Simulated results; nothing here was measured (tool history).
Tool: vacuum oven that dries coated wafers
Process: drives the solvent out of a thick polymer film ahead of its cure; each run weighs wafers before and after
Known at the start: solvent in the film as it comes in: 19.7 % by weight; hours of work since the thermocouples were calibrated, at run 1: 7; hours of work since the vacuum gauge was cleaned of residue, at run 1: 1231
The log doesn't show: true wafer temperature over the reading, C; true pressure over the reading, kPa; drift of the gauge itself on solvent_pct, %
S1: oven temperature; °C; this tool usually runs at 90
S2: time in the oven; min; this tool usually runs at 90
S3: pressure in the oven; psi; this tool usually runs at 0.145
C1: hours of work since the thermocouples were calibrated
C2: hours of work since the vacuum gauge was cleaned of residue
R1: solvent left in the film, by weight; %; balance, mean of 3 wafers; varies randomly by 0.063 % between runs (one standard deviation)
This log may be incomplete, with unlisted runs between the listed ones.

run     day   S1   S2     S3   C1    C2     R1
  1       0   90   90  0.145    7  1231      4
  2   2.033   90   90  0.145   36  1259      4
  3   4.008   90   90  0.145   64  1287   4.02
  4   6.304   90   90  0.145   97  1320   4.08
  5   7.575   90   90  0.145  115  1338   4.02
  6   9.304   90   90  0.145  139  1363   4.12
  7  11.654   90   90  0.145  173  1396    4.1
  8  13.654   90  101  0.145  201  1424   3.47
  9  16.012   90   92  0.145  234  1458   3.89
 10  17.329   90   58  0.145  253  1476   6.64
 11  19.204   90   58  0.145  280  1503   6.65
 12  20.258   90   58  0.145  295  1518   6.51
 13  22.438   90   58  0.145  326  1549    6.8
 14  24.858   90   58  0.145  360  1583   6.68
 15  26.029   90   58  0.145  376  1600   6.68
 16  27.442   90   58  0.145  397  1620   6.65
 17  29.062   86   58  0.145  419  1643    8.1
 18  30.733   86   58   0.09  443  1667   8.06
 19  32.371   86   58   0.09  466  1690   8.08
 20  34.129   86   58   0.09  491  1715   7.93
 21  36.433   86   58   0.09  524  1747   8.06
 22    38.6   86   58   0.09  555  1778    7.9
 23  39.908   86  143   0.09  573  1797   3.21
 24  42.371   92   90  0.145  608  1832   3.69
 25  43.642  103   65  0.145  626  1850   2.12
     43.829  -- vacuum gauge cleaned of residue and calibrated
     45.067  -- oven's thermocouples calibrated
 26  45.762   78   62  0.393   10    26  10.91
 27  47.412   95   85  0.252   33    50   3.23
 28  49.971   77  145  0.151   70    86   6.56
 29  52.392   77  145  0.151  104   120   6.55
 30  54.038   90   69  0.174  127   144    5.8
 31  55.125   98  145  0.174  143   159   1.03
 32  57.675   98  145  0.174  179   195   1.03
     59.167  -- vacuum gauge cleaned of residue and calibrated, once more
 33  59.754   77  158  0.499  207     8   6.71
 34  60.812   77  158  0.249  222    23   5.88
 35  62.192  102  162  0.081  242    43   0.31
 36  63.633   90   51  0.073  263    63   6.92
 37  64.962  104   97  0.428  281    82    1.1
 38  67.546  101   73  0.094  318   119   1.84

Hidden state or all else? Some run-to-run changes of R1, split into what the settings, what came in and random variation would give without the hidden state, and what is left for the hidden state (with any gauge scatter that isn't in both results):
Run 25 -> 26: S1 103 -> 78, S2 65 -> 62, S3 0.145 -> 0.393, vacuum gauge cleaned of residue and calibrated, oven's thermocouples calibrated. R1 +8.79 %: hidden state +0, all else +8.79.
Run 26 -> 27: S1 78 -> 95, S2 62 -> 85, S3 0.393 -> 0.252. R1 -7.68 %: hidden state -0.01, all else -7.67.
Run 27 -> 28: S1 95 -> 77, S2 85 -> 145, S3 0.252 -> 0.151. R1 +3.33 %: hidden state +0.25, all else +3.08.
Run 29 -> 30: S1 77 -> 90, S2 145 -> 69, S3 0.151 -> 0.174. R1 -0.75 %: hidden state -0.23, all else -0.52.
Run 32 -> 33: S1 98 -> 77, S2 145 -> 158, S3 0.174 -> 0.499, vacuum gauge cleaned of residue and calibrated, once more. R1 +5.68 %: hidden state -0.42, all else +6.1.
Run 35 -> 36: S1 102 -> 90, S2 162 -> 51, S3 0.081 -> 0.073. R1 +6.61 %: hidden state +0, all else +6.61.
